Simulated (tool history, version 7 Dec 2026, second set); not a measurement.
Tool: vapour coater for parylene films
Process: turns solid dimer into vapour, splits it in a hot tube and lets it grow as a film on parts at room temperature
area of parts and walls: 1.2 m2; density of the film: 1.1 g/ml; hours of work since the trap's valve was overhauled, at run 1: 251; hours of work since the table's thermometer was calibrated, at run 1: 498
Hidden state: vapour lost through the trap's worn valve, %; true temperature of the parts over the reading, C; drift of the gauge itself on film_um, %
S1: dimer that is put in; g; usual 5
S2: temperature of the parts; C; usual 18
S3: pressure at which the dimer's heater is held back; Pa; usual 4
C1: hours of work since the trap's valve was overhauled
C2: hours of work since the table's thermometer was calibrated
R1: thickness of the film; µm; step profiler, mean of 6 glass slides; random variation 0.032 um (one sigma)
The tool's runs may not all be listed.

{"run": 1, "hour": 0.0, "S1": 5, "S2": 18, "S3": 4, "C1": 251, "C2": 498, "R1": 3.05}
{"run": 2, "hour": 11.2, "S1": 5, "S2": 18, "S3": 4, "C1": 259, "C2": 506, "R1": 3.08}
{"run": 3, "hour": 24.3, "S1": 5, "S2": 18, "S3": 4, "C1": 269, "C2": 515, "R1": 3.05}
{"run": 4, "hour": 41.8, "S1": 5, "S2": 18, "S3": 4, "C1": 281, "C2": 528, "R1": 3.02}
{"run": 5, "hour": 52.9, "S1": 5, "S2": 18, "S3": 4, "C1": 289, "C2": 535, "R1": 3.04}
{"run": 6, "hour": 65.7, "S1": 5, "S2": 24, "S3": 4, "C1": 298, "C2": 544, "R1": 2.55}
{"run": 7, "hour": 75.7, "S1": 4, "S2": 18, "S3": 5.75, "C1": 305, "C2": 551, "R1": 2.21}
{"run": 8, "hour": 86.6, "S1": 4, "S2": 18, "S3": 5.75, "C1": 312, "C2": 559, "R1": 2.24}
{"run": 9, "hour": 94.5, "S1": 4, "S2": 18, "S3": 5.75, "C1": 318, "C2": 565, "R1": 2.25}
{"run": 10, "hour": 104.8, "S1": 7, "S2": 12, "S3": 3.28, "C1": 325, "C2": 572, "R1": 5.15}
{"run": 11, "hour": 115.4, "S1": 7, "S2": 12, "S3": 3.28, "C1": 333, "C2": 579, "R1": 5.11}
{"run": 12, "hour": 127.7, "S1": 7, "S2": 12, "S3": 3.28, "C1": 341, "C2": 588, "R1": 5.16}

Forecast each of these 5 alternatives for the next run:
{"run": "A", "hour": 143.7, "S1": 3, "S2": 18, "S3": 10.86, "C1": 352, "C2": 599, "R1": "?"}
{"run": "B", "hour": 143.7, "S1": 7, "S2": 12, "S3": 8.46, "C1": 352, "C2": 599, "R1": "?"}
{"run": "C", "hour": 143.7, "S1": 2, "S2": 12, "S3": 3.28, "C1": 352, "C2": 599, "R1": "?"}
{"run": "D", "hour": 143.7, "S1": 7, "S2": 16, "S3": 3.28, "C1": 352, "C2": 599, "R1": "?"}
{"run": "E", "hour": 143.7, "S1": 5, "S2": 22, "S3": 9.14, "C1": 352, "C2": 599, "R1": "?"}

run=A R1=1.42
run=B R1=4.25
run=C R1=1.47
run=D R1=4.72
run=E R1=2.29
Without the tool's hidden state the same runs would have given:
run=A R1=1.43
run=B R1=4.27
run=C R1=1.48
run=D R1=4.75
run=E R1=2.31
